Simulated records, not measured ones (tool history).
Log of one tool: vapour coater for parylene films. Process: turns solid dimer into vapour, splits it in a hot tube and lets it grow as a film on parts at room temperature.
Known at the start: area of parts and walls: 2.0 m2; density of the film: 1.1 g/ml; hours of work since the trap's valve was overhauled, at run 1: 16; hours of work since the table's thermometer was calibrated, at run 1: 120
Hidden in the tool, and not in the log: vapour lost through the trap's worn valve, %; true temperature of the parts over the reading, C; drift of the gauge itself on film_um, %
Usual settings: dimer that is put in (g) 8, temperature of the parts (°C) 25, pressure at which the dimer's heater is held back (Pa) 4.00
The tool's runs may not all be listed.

run,day,dimer that is put in (g),temperature of the parts (°C),pressure at which the dimer's heater is held back (Pa),hours of work since the trap's valve was overhauled,hours of work since the table's thermometer was calibrated,thickness of the film (µm)
1,0.000,8,25,4.00,16,120,2.26
2,0.388,8,25,4.00,21,125,2.26
3,0.842,8,25,4.00,26,130,2.27
4,1.596,8,31,4.00,35,139,1.64
5,1.942,8,31,4.00,39,143,1.70
6,2.775,8,31,4.00,49,153,1.65
7,3.171,8,31,4.00,54,158,1.71
8,3.979,8,25,4.00,64,168,2.25
9,4.792,8,25,4.00,74,178,2.22
10,5.554,8,25,4.00,83,187,2.18
11,5.962,8,25,9.20,88,192,1.91
12,6.725,8,25,9.20,97,201,1.91
13,7.125,10,25,4.00,102,206,2.69
14,7.621,10,25,4.00,108,212,2.67
15,8.017,10,25,4.00,113,217,2.68
16,8.550,10,25,4.00,119,223,2.64
17,9.104,10,25,4.00,126,230,2.68
18,9.600,10,25,4.00,132,236,2.64
19,10.333,10,25,4.00,141,245,2.61
20,11.121,10,25,4.00,150,254,2.61
21,11.558,11,25,4.00,156,259,2.87
22,12.117,11,25,4.00,162,266,2.85
23,12.917,11,25,4.00,172,276,2.80
24,13.446,8,25,2.27,178,282,2.27
25,13.950,8,36,4.28,184,288,1.22
26,14.408,8,36,4.28,190,294,1.21
27,15.254,8,36,4.28,200,304,1.16
28,15.729,8,31,3.81,206,310,1.55
29,16.196,12,21,3.81,212,315,3.65
30,16.967,7,25,7.76,221,325,1.58
31,17.642,8,25,4.63,229,333,1.94
32,18.458,3,25,7.36,239,343,0.68
33,19.138,4,27,7.92,247,351,0.76
34,19.658,8,26,5.17,253,357,1.79
35,20.396,8,26,5.17,262,366,1.78
36,20.942,7,25,7.41,269,373,1.53
37,21.492,7,25,7.41,275,379,1.50
# day 21.762: trap's valve overhauled
38,22.433,8,25,10.89,8,389,1.92
39,22.908,8,25,10.89,14,395,1.86
40,23.425,8,31,10.44,20,401,1.45
41,24.033,10,36,4.00,27,408,1.69
42,24.746,10,36,4.00,36,417,1.69
43,25.375,8,20,3.25,44,424,2.92

The next listed run, before its measurement:
44,25.775,6,20,2.92,48,429,?

Run 44 gave thickness of the film (µm) 2.19.
Without the tool's hidden state the same run would have given thickness of the film (µm) 2.31.

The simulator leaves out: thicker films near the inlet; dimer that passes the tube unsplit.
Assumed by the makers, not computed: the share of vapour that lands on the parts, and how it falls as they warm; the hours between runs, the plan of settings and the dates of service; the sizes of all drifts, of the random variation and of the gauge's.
